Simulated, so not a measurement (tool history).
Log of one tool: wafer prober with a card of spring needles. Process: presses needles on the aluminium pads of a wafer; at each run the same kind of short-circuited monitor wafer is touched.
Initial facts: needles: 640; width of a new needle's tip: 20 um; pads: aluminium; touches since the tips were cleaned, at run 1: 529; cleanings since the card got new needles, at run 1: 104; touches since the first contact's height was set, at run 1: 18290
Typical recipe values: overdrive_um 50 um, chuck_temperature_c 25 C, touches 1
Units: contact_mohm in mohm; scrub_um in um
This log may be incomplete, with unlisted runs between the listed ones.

run	hour	overdrive_um	chuck_temperature_c	touches	touches since the tips were cleaned	cleanings since the card got new needles	touches since the first contact's height was set	contact_mohm	scrub_um
1	0.0	50	25	1	529	104	18290	289	10.94
# hour 11.8: tips cleaned on abrasive film
# hour 26.5: tips cleaned on abrasive film
# hour 41.3: tips cleaned on abrasive film
# hour 56.0: tips cleaned on abrasive film
# hour 70.7: tips cleaned on abrasive film
# hour 85.5: tips cleaned on abrasive film
2	86.6	50	25	2	704	110	70500	272	10.92
# hour 98.4: tips cleaned on abrasive film
# hour 113.2: tips cleaned on abrasive film
# hour 127.9: tips cleaned on abrasive film
3	136.8	50	44	1	5409	113	100772	440	10.92
# hour 139.8: tips cleaned on abrasive film
# hour 154.6: tips cleaned on abrasive film
# hour 169.3: tips cleaned on abrasive film
# hour 181.1: tips cleaned on abrasive film
4	181.5	50	44	1	213	117	127638	282	10.84
# hour 193.3: tips cleaned on abrasive film
# hour 208.0: tips cleaned on abrasive film
# hour 219.8: tips cleaned on abrasive film
5	228.7	50	25	1	5426	120	156153	440	10.82
# hour 231.8: tips cleaned on abrasive film
# hour 243.6: tips cleaned on abrasive film
# hour 255.6: height of the first contact set anew
# hour 258.6: tips cleaned on abrasive film
# hour 273.3: tips cleaned on abrasive film
6	283.5	38	25	1	6162	124	16819	585	8.31
# hour 286.5: tips cleaned on abrasive film
# hour 301.2: tips cleaned on abrasive film
# hour 316.0: tips cleaned on abrasive film
# hour 327.8: tips cleaned on abrasive film
# hour 342.5: tips cleaned on abrasive film
7	346.1	50	25	1	2179	129	54518	372	10.94
# hour 355.0: tips cleaned on abrasive film
# hour 369.7: tips cleaned on abrasive film
# hour 381.5: tips cleaned on abrasive film
# hour 396.3: tips cleaned on abrasive film
# hour 409.7: tips cleaned on abrasive film
8	409.7	37	52	1	0	134	92827	275	8.04
# hour 421.5: tips cleaned on abrasive film
# hour 436.3: tips cleaned on abrasive film
# hour 451.0: tips cleaned on abrasive film
# hour 465.7: tips cleaned on abrasive film
# hour 480.5: tips cleaned on abrasive film
# hour 492.3: tips cleaned on abrasive film
9	495.9	37	52	1	2239	140	144796	566	7.97
# hour 504.8: tips cleaned on abrasive film
# hour 516.6: tips cleaned on abrasive film
# hour 531.4: tips cleaned on abrasive film
# hour 541.5: height of the first contact set anew
10	541.5	53	30	2	5960	143	0	344	11.64
# hour 544.5: tips cleaned on abrasive film
# hour 556.3: tips cleaned on abrasive film
# hour 571.0: tips cleaned on abrasive film
# hour 585.1: tips cleaned on abrasive film
11	585.1	53	30	2	0	147	26257	247	11.67

Predict the results of run 12:
# hour 599.9: tips cleaned on abrasive film
# hour 614.6: tips cleaned on abrasive film
# hour 629.3: tips cleaned on abrasive film
# hour 644.1: tips cleaned on abrasive film
# hour 655.9: tips cleaned on abrasive film
12	664.0	53	30	2	4902	152	73784	?	?

{"run 12": {"contact_mohm": 345, "scrub_um": 11.6}}
Take away the tool's hidden state, keep the run-to-run variation as it was, and the same run would have given contact_mohm 231 mohm, scrub_um 11.70 um.
